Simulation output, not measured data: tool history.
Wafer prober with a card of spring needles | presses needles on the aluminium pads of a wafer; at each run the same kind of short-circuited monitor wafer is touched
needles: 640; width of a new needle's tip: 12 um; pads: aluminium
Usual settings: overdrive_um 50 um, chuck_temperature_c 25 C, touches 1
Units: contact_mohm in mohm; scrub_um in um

run   hour  overdrive_um  chuck_temperature_c  touches  contact_mohm  scrub_um
  1      0            50                   25        1           304      6.14
  2   11.9            50                   25        1           329     6.143
        17  -- tips cleaned on abrasive film
      40.8  -- tips cleaned on abrasive film
  3   40.8            50                   25        1           273     6.128
  4   59.4            50                   56        1           333     6.127
      64.6  -- tips cleaned on abrasive film
  5     74            50                   25        1           310     6.125
  6   87.9            50                   25        1           336     6.115
        90  -- tips cleaned on abrasive film
  7  103.1            64                   25        1           300     7.841
       115  -- tips cleaned on abrasive film
  8  128.3            50                   52        1           322     6.108
     139.3  -- tips cleaned on abrasive film
  9  150.8            50                   52        1           319     6.105
       164  -- tips cleaned on abrasive film
 10  171.6            50                   52        1           313     6.092
 11  186.3            50                   25        1           331     6.091
     189.1  -- tips cleaned on abrasive film
     208.1  -- height of the first contact set anew
 12  208.9            50                   25        1           329     6.172
       215  -- tips cleaned on abrasive film
 13    221            50                   25        1           299     6.162
       241  -- tips cleaned on abrasive film
 14  242.6            43                   41        2           281     5.283
 15  258.1            64                   29        1           304      7.89
     265.6  -- tips cleaned on abrasive film
 16    284            64                   29        1           304     7.869
     289.8  -- tips cleaned on abrasive film
 17  295.9            64                   29        1           288     7.863
     314.7  -- tips cleaned on abrasive film
 18  320.5            63                   34        2           275     7.739
     338.7  -- tips cleaned on abrasive film
 19  341.4            50                   78        1           301     6.123
 20  358.5            50                   78        1           339     6.122
     362.5  -- tips cleaned on abrasive film
 21  372.4            34                   73        1           362     4.143
 22  385.8            50                   67        1           343     6.114
     387.2  -- tips cleaned on abrasive film
     411.7  -- tips cleaned on abrasive film
 23  412.6            43                   67        1           298     5.242
     436.9  -- tips cleaned on abrasive film
 24    440            43                   67        1           308     5.235
 25  454.8            50                   25        2           304     6.097

5 ways to go on from here, each from the tool as it stands after run 25. What would each give?
     462.5  -- tips cleaned on abrasive film
  A  471.5            68                   50        2             ?         ?
     462.5  -- tips cleaned on abrasive film
  B  471.5            49                   33        2             ?         ?
     462.5  -- tips cleaned on abrasive film
  C  471.5            38                   25        1             ?         ?
     462.5  -- tips cleaned on abrasive film
  D  471.5            45                   34        2             ?         ?
     462.5  -- tips cleaned on abrasive film
  E  471.5            45                   35        1             ?         ?

run  contact_mohm  scrub_um
  A           286     8.317
  B           296     5.964
  C           341     4.616
  D           305     5.466
  E           320     5.467
Without the tool's hidden state the same runs would have given:
run  contact_mohm  scrub_um
  A           272     8.399
  B           270     6.046
  C           274     4.698
  D           275     5.548
  E           272     5.549
